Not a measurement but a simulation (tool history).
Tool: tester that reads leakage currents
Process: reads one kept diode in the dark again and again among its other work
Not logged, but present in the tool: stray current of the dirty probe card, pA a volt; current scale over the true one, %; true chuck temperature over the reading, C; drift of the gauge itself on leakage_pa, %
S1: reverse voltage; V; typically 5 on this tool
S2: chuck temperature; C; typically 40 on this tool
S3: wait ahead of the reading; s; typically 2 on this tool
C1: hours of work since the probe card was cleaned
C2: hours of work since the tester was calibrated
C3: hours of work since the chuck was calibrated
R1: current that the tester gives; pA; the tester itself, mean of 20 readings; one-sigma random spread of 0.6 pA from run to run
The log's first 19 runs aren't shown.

| run | day | S1 | S2 | S3 | C1 | C2 | C3 | R1 |
|---|---|---|---|---|---|---|---|---|
| 20 | 83.108 | 12.93 | 40 | 2 | 1086 | 2912 | 466 | 344.63 |
| 21 | 85.796 | 12.93 | 44 | 0.7 | 1116 | 2942 | 496 | 448.78 |
| 22 | 90.05 | 12.93 | 44 | 0.7 | 1164 | 2990 | 544 | 449.35 |
| 23 | 92.638 | 16.87 | 40 | 1.15 | 1193 | 3019 | 573 | 403.58 |
| 24 | 95.733 | 4.83 | 47 | 2 | 1228 | 3054 | 608 | 298.39 |
| 25 | 101.046 | 16.52 | 54 | 1.11 | 1288 | 3114 | 668 | 934.97 |
| 26 | 103.783 | 16.52 | 54 | 1.11 | 1318 | 3145 | 699 | 933.27 |
| 27 | 108.217 | 16.52 | 59 | 3.85 | 1368 | 3194 | 748 | 1246.41 |
| 28 | 111.717 | 8.47 | 40 | 5.78 | 1407 | 3234 | 788 | 264.48 |
|  | 113.538 | chuck's temperature calibrated |
| 29 | 114.704 | 2.31 | 23 | 4.44 | 1440 | 3266 | 13 | 42.28 |
|  | 117.35 | probe card cleaned and baked |
| 30 | 119.838 | 5 | 29 | 2 | 28 | 3323 | 69 | 95.86 |
| 31 | 125.071 | 5 | 29 | 2 | 87 | 3382 | 128 | 96.64 |
| 32 | 131.254 | 17.33 | 29 | 1.69 | 156 | 3451 | 198 | 196.85 |
| 33 | 133.8 | 17.33 | 29 | 1.69 | 185 | 3480 | 226 | 197.83 |
| 34 | 136.975 | 17.33 | 29 | 1.69 | 221 | 3515 | 262 | 196.81 |
| 35 | 142.871 | 5 | 30 | 2 | 287 | 3582 | 328 | 101.68 |
| 36 | 147.075 | 5.12 | 21 | 3.17 | 334 | 3629 | 376 | 54.28 |
| 37 | 150.388 | 8.57 | 33 | 2 | 371 | 3666 | 413 | 170 |
| 38 | 153.838 | 13.01 | 40 | 2 | 410 | 3705 | 452 | 342.35 |
| 39 | 156.583 | 1.91 | 40 | 2 | 441 | 3736 | 483 | 113.02 |

Alternative continuations, all from the tool just after run 39; predict every row:
| A | 159.85 | 19.14 | 40 | 3.91 | 478 | 3773 | 519 | ? |
| B | 159.85 | 5 | 35 | 0.41 | 478 | 3773 | 519 | ? |
| C | 159.85 | 5 | 40 | 1.18 | 478 | 3773 | 519 | ? |

| run | R1 |
|---|---|
| A | 424.61 |
| B | 144.28 |
| C | 198.17 |
The same runs, with their run-to-run variation unchanged, on a tool lacking any hidden condition would have given:
| run | R1 |
|---|---|
| A | 431.59 |
| B | 147.17 |
| C | 202.6 |
